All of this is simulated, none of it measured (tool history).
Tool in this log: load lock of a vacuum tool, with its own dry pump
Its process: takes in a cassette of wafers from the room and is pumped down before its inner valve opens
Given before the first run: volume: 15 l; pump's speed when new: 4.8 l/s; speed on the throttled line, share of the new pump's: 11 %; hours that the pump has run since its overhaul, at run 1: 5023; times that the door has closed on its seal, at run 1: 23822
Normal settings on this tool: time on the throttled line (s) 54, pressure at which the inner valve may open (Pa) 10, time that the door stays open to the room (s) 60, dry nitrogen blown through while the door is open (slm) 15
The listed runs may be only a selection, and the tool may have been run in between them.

run,hour,time on the throttled line (s),pressure at which the inner valve may open (Pa),time that the door stays open to the room (s),dry nitrogen blown through while the door is open (slm),hours that the pump has run since its overhaul,times that the door has closed on its seal,"incoming humidity of the room's air, %",time from the closed door until the inner valve may open (s),rise of the pressure with all valves shut (Pa/min)
1,0.0,54,10,60,15,5023,23822,44.3,79.2,0.232
2,446.3,54,10,60,15,5470,25126,44.0,78.9,0.253
3,690.9,54,10,60,15,5714,25841,41.1,79.2,0.266
4,1053.3,54,10,60,15,6077,26900,48.1,79.5,0.284
5,1563.5,54,10,60,15,6587,28390,47.8,79.9,0.310
6,2092.8,54,10,60,15,7116,29937,44.1,80.2,0.327
7,2651.2,54,10,70,15,7675,31569,41.5,80.0,0.357
8,2953.6,54,10,70,15,7977,32452,43.3,79.7,0.362
9,3445.3,54,10,70,15,8469,33889,47.6,80.1,0.382
10,3888.3,54,10,70,15,8912,35183,46.9,80.2,0.407
11,4415.3,54,10,60,14,9439,36723,43.7,80.9,0.433
12,4667.4,54,10,60,15,9691,37460,42.2,80.2,0.450
13,5069.6,54,10,60,15,10093,38635,43.3,80.3,0.468
14,5581.9,100,16,60,11,10605,40132,43.6,117.1,0.497
15,6129.2,105,8,33,11,11152,41731,47.4,127.8,0.523
16,6479.8,46,13,151,9,11503,42756,44.8,73.4,0.599
17,7058.4,46,13,151,9,12082,44446,42.7,73.8,0.643
18,7641.2,46,7,238,9,12665,46149,45.7,76.8,0.721
19,8026.6,100,10,60,15,13050,47275,46.5,122.5,0.648
20,8305.6,54,9,71,15,13329,48091,44.2,82.5,0.683
21,8647.6,39,10,145,15,13671,49090,43.1,70.1,0.718
22,8982.0,39,10,145,15,14005,50067,44.9,70.4,0.742
23,9279.9,54,10,27,15,14303,50938,45.9,83.3,0.720
# hour 9706.7: door's seal changed, seat wiped
24,9851.3,92,9,88,15,14873,423,43.7,115.9,0.044

Here are 3 independent what-if runs from the current tool condition. What would each one return?
A,10378.5,54,10,110,15,15400,1963,42.8,?,?
B,10378.5,59,10,60,15,15400,1963,49.6,?,?
C,10378.5,37,10,60,10,15400,1963,45.9,?,?

run,time from the closed door until the inner valve may open (s),rise of the pressure with all valves shut (Pa/min)
A,83.2,0.059
B,86.9,0.051
C,68.9,0.056
The same runs, with their run-to-run variation unchanged, on a tool lacking any hidden condition would have given:
run,time from the closed door until the inner valve may open (s),rise of the pressure with all valves shut (Pa/min)
A,76.6,0.050
B,80.6,0.042
C,61.9,0.047
